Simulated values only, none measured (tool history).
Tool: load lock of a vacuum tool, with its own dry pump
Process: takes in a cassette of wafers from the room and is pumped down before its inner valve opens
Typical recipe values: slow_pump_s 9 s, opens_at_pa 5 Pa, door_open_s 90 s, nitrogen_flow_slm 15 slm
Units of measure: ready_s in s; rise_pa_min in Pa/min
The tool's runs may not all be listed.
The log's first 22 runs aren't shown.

| run | day | slow_pump_s | opens_at_pa | door_open_s | nitrogen_flow_slm | incoming humidity of the room's air, % | ready_s | rise_pa_min |
|---|---|---|---|---|---|---|---|---|
| 23 | 347.229 | 7 | 4 | 75 | 28 | 45.1 | 24.2 | 0.325 |
|  | 354.079 | door's seal changed, seat wiped |
| 24 | 363.188 | 7 | 8 | 132 | 28 | 42.5 | 22.2 | 0.051 |
| 25 | 372.017 | 5 | 5 | 87 | 15 | 45.2 | 22.8 | 0.060 |
| 26 | 386.583 | 5 | 5 | 87 | 15 | 43.4 | 22.8 | 0.061 |
| 27 | 401.846 | 5 | 5 | 81 | 15 | 44.5 | 22.6 | 0.054 |
| 28 | 414.100 | 5 | 5 | 81 | 15 | 45.2 | 22.6 | 0.063 |
| 29 | 424.683 | 6 | 5 | 68 | 35 | 44.2 | 23.7 | 0.050 |
|  | 437.408 | dry pump taken out, an overhauled one fitted |
| 30 | 441.967 | 16 | 4 | 98 | 27 | 46.3 | 26.5 | 0.063 |
| 31 | 454.788 | 16 | 4 | 98 | 27 | 43.6 | 26.4 | 0.068 |
| 32 | 473.275 | 16 | 4 | 98 | 27 | 46.7 | 26.7 | 0.078 |
| 33 | 491.479 | 16 | 4 | 98 | 39 | 46.7 | 26.5 | 0.073 |
| 34 | 502.067 | 17 | 7 | 55 | 39 | 44.5 | 26.1 | 0.065 |
| 35 | 511.167 | 17 | 7 | 192 | 8 | 44.5 | 26.3 | 0.121 |
| 36 | 526.683 | 17 | 7 | 192 | 8 | 46.2 | 26.1 | 0.134 |
| 37 | 537.338 | 8 | 5 | 46 | 7 | 45.1 | 20.2 | 0.100 |

Branching from run 37: 3 alternative next runs. What would each branch give?
| A | 555.788 | 4 | 6 | 46 | 7 | 47.4 | ? | ? |
| B | 555.788 | 6 | 5 | 153 | 7 | 44.2 | ? | ? |
| C | 555.788 | 10 | 5 | 46 | 7 | 41.8 | ? | ? |

| run | ready_s | rise_pa_min |
|---|---|---|
| A | 17.5 | 0.107 |
| B | 19.5 | 0.138 |
| C | 22.2 | 0.098 |
With no hidden state in the tool, these same runs would have given:
| run | ready_s | rise_pa_min |
|---|---|---|
| A | 16.9 | 0.055 |
| B | 18.9 | 0.085 |
| C | 21.7 | 0.045 |

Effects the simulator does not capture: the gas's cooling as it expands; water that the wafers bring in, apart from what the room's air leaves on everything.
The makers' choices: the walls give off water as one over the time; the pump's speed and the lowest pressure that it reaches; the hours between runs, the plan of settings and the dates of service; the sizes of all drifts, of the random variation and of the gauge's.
